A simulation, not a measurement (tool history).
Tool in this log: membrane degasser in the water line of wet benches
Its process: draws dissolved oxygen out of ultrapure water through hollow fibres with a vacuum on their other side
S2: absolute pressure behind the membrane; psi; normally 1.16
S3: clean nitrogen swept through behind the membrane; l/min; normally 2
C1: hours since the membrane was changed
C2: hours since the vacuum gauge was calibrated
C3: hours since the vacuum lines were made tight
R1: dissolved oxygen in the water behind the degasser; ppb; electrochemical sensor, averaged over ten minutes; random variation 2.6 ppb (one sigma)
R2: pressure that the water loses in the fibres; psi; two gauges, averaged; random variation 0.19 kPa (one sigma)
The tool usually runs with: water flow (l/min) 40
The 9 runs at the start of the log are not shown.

run 10 hour=2251.4 | water_flow_(l/min)=40 S2=1.16 S3=2 | C1=1277 C2=5360 C3=2724 | R1=255.2 R2=5.366
run 11 hour=2409 | water_flow_(l/min)=40 S2=1.16 S3=2 | C1=1434 C2=5518 C3=2882 | R1=255.9 R2=5.442
run 12 hour=2743.2 | water_flow_(l/min)=40 S2=1.16 S3=2 | C1=1768 C2=5852 C3=3216 | R1=260.5 R2=5.464
-- hour=2905.7 vacuum gauge calibrated
-- hour=3011.2 seals of the vacuum lines changed
run 13 hour=3039.1 | water_flow_(l/min)=47 S2=1.16 S3=2 | C1=2062 C2=131 C3=28 | R1=310.8 R2=6.392
run 14 hour=3324 | water_flow_(l/min)=40 S2=1.16 S3=1.69 | C1=2347 C2=416 C3=313 | R1=290.2 R2=5.464
run 15 hour=3624.6 | water_flow_(l/min)=40 S2=1.16 S3=1.69 | C1=2647 C2=717 C3=613 | R1=286.8 R2=5.459
run 16 hour=3896.4 | water_flow_(l/min)=40 S2=1.16 S3=2 | C1=2919 C2=989 C3=885 | R1=257.3 R2=5.469
run 17 hour=4237.2 | water_flow_(l/min)=50 S2=1.16 S3=2.42 | C1=3260 C2=1330 C3=1226 | R1=307.3 R2=6.833
run 18 hour=4491.5 | water_flow_(l/min)=40 S2=1.366 S3=2 | C1=3514 C2=1584 C3=1480 | R1=318.8 R2=5.478
run 19 hour=4637.2 | water_flow_(l/min)=31 S2=1.366 S3=2.82 | C1=3660 C2=1730 C3=1626 | R1=177.3 R2=4.25
run 20 hour=4813.2 | water_flow_(l/min)=31 S2=1.172 S3=2.16 | C1=3836 C2=1905 C3=1802 | R1=179 R2=4.247
run 21 hour=5016.9 | water_flow_(l/min)=35 S2=1.285 S3=1.01 | C1=4039 C2=2109 C3=2006 | R1=420 R2=4.807
run 22 hour=5170.8 | water_flow_(l/min)=35 S2=1.285 S3=3.91 | C1=4193 C2=2263 C3=2160 | R1=149.5 R2=4.814
run 23 hour=5379 | water_flow_(l/min)=35 S2=1.285 S3=3.91 | C1=4402 C2=2471 C3=2368 | R1=153.2 R2=4.77
run 24 hour=5630 | water_flow_(l/min)=26 S2=2.254 S3=2 | C1=4653 C2=2722 C3=2619 | R1=367.8 R2=3.566
run 25 hour=5859.2 | water_flow_(l/min)=26 S2=2.254 S3=2 | C1=4882 C2=2951 C3=2848 | R1=369 R2=3.564
run 26 hour=6136.4 | water_flow_(l/min)=40 S2=1.781 S3=1.31 | C1=5159 C2=3229 C3=3125 | R1=586.9 R2=5.494
run 27 hour=6397.5 | water_flow_(l/min)=63 S2=1.693 S3=3.62 | C1=5420 C2=3490 C3=3386 | R1=487.5 R2=8.67
-- hour=6517.8 seals of the vacuum lines changed
run 28 hour=6723.9 | water_flow_(l/min)=54 S2=1.707 S3=2.52 | C1=5744 C2=3814 C3=206 | R1=493.6 R2=7.445
run 29 hour=6881.5 | water_flow_(l/min)=40 S2=1.252 S3=0.97 | C1=5902 C2=3972 C3=364 | R1=470.8 R2=5.49
-- hour=6976.5 gauge calibrated
run 30 hour=7098.5 | water_flow_(l/min)=35 S2=1.252 S3=2.53 | C1=6119 C2=4189 C3=581 | R1=200.8 R2=4.731
run 31 hour=7291.2 | water_flow_(l/min)=58 S2=0.875 S3=2.48 | C1=6312 C2=4382 C3=773 | R1=278.4 R2=7.791
run 32 hour=7571.7 | water_flow_(l/min)=36 S2=1.16 S3=2.3 | C1=6592 C2=4662 C3=1054 | R1=205.4 R2=4.867

Forecast each of these 3 alternatives for the next run:
run A hour=7807.2 | water_flow_(l/min)=53 S2=2.424 S3=2.3 | C1=6828 C2=4897 C3=1289 | R1=? R2=?
run B hour=7807.2 | water_flow_(l/min)=27 S2=1.16 S3=2.3 | C1=6828 C2=4897 C3=1289 | R1=? R2=?
run C hour=7807.2 | water_flow_(l/min)=40 S2=1.16 S3=1.75 | C1=6828 C2=4897 C3=1289 | R1=? R2=?

run=A R1=723.1 R2=7.117
run=B R1=141.1 R2=3.601
run=C R1=287.3 R2=5.365
Stripped of hidden state, with their random variation kept, the same runs would have yielded:
run=A R1=722.3 R2=7.084
run=B R1=140.9 R2=3.584
run=C R1=286.7 R2=5.339
